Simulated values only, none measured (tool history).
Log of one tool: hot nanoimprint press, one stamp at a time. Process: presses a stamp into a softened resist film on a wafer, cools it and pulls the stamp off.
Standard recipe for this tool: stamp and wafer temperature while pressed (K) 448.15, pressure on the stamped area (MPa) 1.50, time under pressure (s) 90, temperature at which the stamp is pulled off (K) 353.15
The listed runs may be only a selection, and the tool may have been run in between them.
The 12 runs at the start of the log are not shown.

run   hour  stamp and wafer temperature while pressed (K)  pressure on the stamped area (MPa)  time under pressure (s)  temperature at which the stamp is pulled off (K)  hours of work since the thermocouple was calibrated  imprints on the stamp's release coat  hours of work since the press's seals were changed  resist left under the stamp's widest pad (nm)  greatest force while the stamp is pulled off (N)
 13  341.2                                         448.15                                1.50                       90                                            353.15                                                  271                                   428                                                 184                                          131.0                                               231
 14  363.1                                         448.15                                1.50                       90                                            353.15                                                  282                                   474                                                 195                                          130.3                                               227
 15  392.5                                         448.15                                1.40                       90                                            353.15                                                  296                                   535                                                 209                                          134.9                                               238
 16  419.5                                         448.15                                1.55                       49                                            357.15                                                  309                                   592                                                 222                                          161.6                                               226
 17  455.1                                         448.15                                1.50                       92                                            342.15                                                  326                                   666                                                 240                                          128.2                                               263
 18  490.6                                         448.15                                1.05                      151                                            342.15                                                  343                                   740                                                 257                                          125.8                                               273
 19  506.5                                         455.15                                1.05                      153                                            340.15                                                  351                                   774                                                 264                                           93.8                                               266
 20  541.4                                         455.15                                1.05                      153                                            340.15                                                  368                                   847                                                 281                                           93.9                                               272
 21  576.7                                         458.15                                1.50                       52                                            353.15                                                  385                                   921                                                 298                                          110.5                                               237
     591.7  -- gauge calibrated
 22  604.4                                         458.15                                1.50                       52                                            353.15                                                  398                                   978                                                 312                                          113.3                                               241
 23  635.3                                         456.15                                1.50                       90                                            356.15                                                  413                                  1043                                                 327                                           97.1                                               229
     651.7  -- plate thermocouple calibrated
 24  673.5                                         438.15                                1.94                      109                                            344.15                                                   11                                  1117                                                 344                                          166.2                                               261
 25  704.8                                         449.15                                1.00                      122                                            347.15                                                   26                                  1182                                                 359                                          137.3                                               250
 26  731.7                                         449.15                                1.00                      122                                            349.15                                                   39                                  1238                                                 372                                          137.0                                               240
 27  765.8                                         449.15                                1.00                       71                                            347.15                                                   55                                  1310                                                 389                                          167.4                                               251
 28  789.9                                         449.15                                1.00                       71                                            347.15                                                   67                                  1360                                                 400                                          167.5                                               253
 29  807.1                                         449.15                                1.00                       71                                            347.15                                                   75                                  1396                                                 409                                          166.8                                               260
 30  843.8                                         449.15                                1.00                       71                                            347.15                                                   93                                  1473                                                 426                                          167.4                                               259

4 ways to go on from here, each from the tool as it stands after run 30. What would each give?
  A  867.5                                         439.15                                1.00                       78                                            352.15                                                  104                                  1522                                                 438                                              ?                                                 ?
  B  867.5                                         448.15                                1.50                       90                                            355.15                                                  104                                  1522                                                 438                                              ?                                                 ?
  C  867.5                                         448.15                                1.50                      143                                            353.15                                                  104                                  1522                                                 438                                              ?                                                 ?
  D  867.5                                         446.15                                1.29                       71                                            347.15                                                  104                                  1522                                                 438                                              ?                                                 ?

run  resist left under the stamp's widest pad (nm)  greatest force while the stamp is pulled off (N)
  A                                          228.5                                               236
  B                                          130.7                                               227
  C                                          108.4                                               245
  D                                          166.6                                               255
Without the tool's unlogged condition, the same runs would have read:
run  resist left under the stamp's widest pad (nm)  greatest force while the stamp is pulled off (N)
  A                                          231.7                                               233
  B                                          132.6                                               224
  C                                          109.9                                               242
  D                                          168.9                                               252

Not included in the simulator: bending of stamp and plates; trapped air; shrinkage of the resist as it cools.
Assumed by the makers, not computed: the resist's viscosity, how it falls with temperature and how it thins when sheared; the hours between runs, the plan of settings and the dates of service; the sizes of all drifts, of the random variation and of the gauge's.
